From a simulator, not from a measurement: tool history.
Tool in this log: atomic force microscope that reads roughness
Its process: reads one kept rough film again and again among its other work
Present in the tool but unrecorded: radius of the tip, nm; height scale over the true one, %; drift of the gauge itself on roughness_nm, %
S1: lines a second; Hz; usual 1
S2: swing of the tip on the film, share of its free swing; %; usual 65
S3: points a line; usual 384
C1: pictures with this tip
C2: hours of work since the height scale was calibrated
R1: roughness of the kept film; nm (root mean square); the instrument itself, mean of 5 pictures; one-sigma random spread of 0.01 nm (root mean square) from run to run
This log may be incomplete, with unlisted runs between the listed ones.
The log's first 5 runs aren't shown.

run 6 hour=47.5 | S1=1 S2=86 S3=384 | C1=72 C2=82 | R1=2.231
run 7 hour=59.5 | S1=1 S2=86 S3=384 | C1=90 C2=89 | R1=2.228
run 8 hour=69.3 | S1=1 S2=86 S3=384 | C1=105 C2=95 | R1=2.252
run 9 hour=79.5 | S1=1 S2=65 S3=329 | C1=120 C2=100 | R1=2.41
run 10 hour=86.5 | S1=1 S2=65 S3=329 | C1=131 C2=104 | R1=2.408
-- hour=98.3 new tip fitted
run 11 hour=100 | S1=1 S2=65 S3=384 | C1=2 C2=112 | R1=2.422
run 12 hour=108.6 | S1=1 S2=65 S3=384 | C1=15 C2=116 | R1=2.423
run 13 hour=114.6 | S1=1 S2=65 S3=384 | C1=25 C2=120 | R1=2.422
run 14 hour=124.1 | S1=1 S2=65 S3=384 | C1=39 C2=125 | R1=2.407
run 15 hour=137 | S1=1 S2=65 S3=384 | C1=58 C2=132 | R1=2.429
run 16 hour=148.9 | S1=1 S2=65 S3=384 | C1=76 C2=139 | R1=2.395
run 17 hour=157.6 | S1=1 S2=65 S3=384 | C1=89 C2=144 | R1=2.417
run 18 hour=163.9 | S1=1 S2=65 S3=384 | C1=99 C2=147 | R1=2.414
run 19 hour=170.3 | S1=1 S2=65 S3=785 | C1=109 C2=151 | R1=2.437
run 20 hour=181.6 | S1=1 S2=65 S3=785 | C1=126 C2=157 | R1=2.429
run 21 hour=194.5 | S1=1 S2=61 S3=384 | C1=145 C2=165 | R1=2.445
-- hour=196.8 new tip fitted
run 22 hour=203.8 | S1=1 S2=61 S3=384 | C1=10 C2=170 | R1=2.446
run 23 hour=209.4 | S1=1.25 S2=71 S3=384 | C1=19 C2=173 | R1=2.335
run 24 hour=221.3 | S1=0.89 S2=71 S3=377 | C1=37 C2=179 | R1=2.369
run 25 hour=230.1 | S1=0.89 S2=71 S3=377 | C1=50 C2=184 | R1=2.382
run 26 hour=237.2 | S1=0.89 S2=71 S3=377 | C1=61 C2=188 | R1=2.393
run 27 hour=248.8 | S1=0.68 S2=65 S3=384 | C1=79 C2=195 | R1=2.455
run 28 hour=254.6 | S1=1 S2=72 S3=384 | C1=87 C2=198 | R1=2.363
run 29 hour=266.4 | S1=1.28 S2=84 S3=734 | C1=105 C2=205 | R1=2.189

What will run 30 give?
run 30 hour=277.1 | S1=1.28 S2=84 S3=734 | C1=121 C2=211 | R1=?

R1: 2.2 nm (root mean square)
With the hidden condition absent and the run-to-run variation left alone, this run would have shown R1 2.206 nm (root mean square).
